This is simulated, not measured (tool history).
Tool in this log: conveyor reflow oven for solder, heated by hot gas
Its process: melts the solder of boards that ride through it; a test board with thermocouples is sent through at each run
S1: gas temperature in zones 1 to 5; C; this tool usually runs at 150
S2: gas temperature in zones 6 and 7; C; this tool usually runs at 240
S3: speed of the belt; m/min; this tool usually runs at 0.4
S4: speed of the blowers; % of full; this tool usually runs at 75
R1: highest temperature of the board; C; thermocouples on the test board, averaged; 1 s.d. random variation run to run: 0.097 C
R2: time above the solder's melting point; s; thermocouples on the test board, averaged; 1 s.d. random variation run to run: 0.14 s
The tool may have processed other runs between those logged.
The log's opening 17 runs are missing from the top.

run   hour   S1   S2     S3  S4      R1     R2
       311  -- belt drive overhauled, speed set with a stopwatch
 18  313.9  159  231    0.4  72   220.1   93.7
 19  329.9  148  231   0.36  50  217.25   93.2
 20  348.5  165  236  0.405  75  225.29  100.6
 21  372.9  159  238  0.405  75  226.15   97.4
 22    397  157  232  0.405  75  220.65   91.6
 23  414.4  150  247    0.4  79  233.51   98.6
 24    428  150  229    0.4  58  214.29   81.7
 25  448.1  138  254    0.4  58  233.63   92.8
 26  458.8  150  231    0.4  73  218.55   86.7
 27  475.7  150  231    0.4  73  218.53   86.7
 28  487.6  150  231    0.4  73  218.44   86.6
 29    498  150  231    0.4  73  218.44   86.6
 30  514.6  138  241  0.393  75  226.09     89
 31  535.4  139  251  0.374  72  236.47  101.9
 32  554.3  161  240    0.4  63  226.68  100.3

Branching from run 32: 3 alternative next runs. What would each branch give?
  A  568.8  150  240  0.4  78   ?   ?
  B  568.8  150  237  0.4  75   ?   ?
  C  568.8  150  240  0.4  82   ?   ?

run      R1    R2
  A  227.14  94.3
  B  224.08  91.5
  C   227.5  94.7
Had the tool no hidden state, the same runs would have come out as:
run      R1    R2
  A  227.37  94.4
  B  224.28  91.7
  C  227.73  94.8
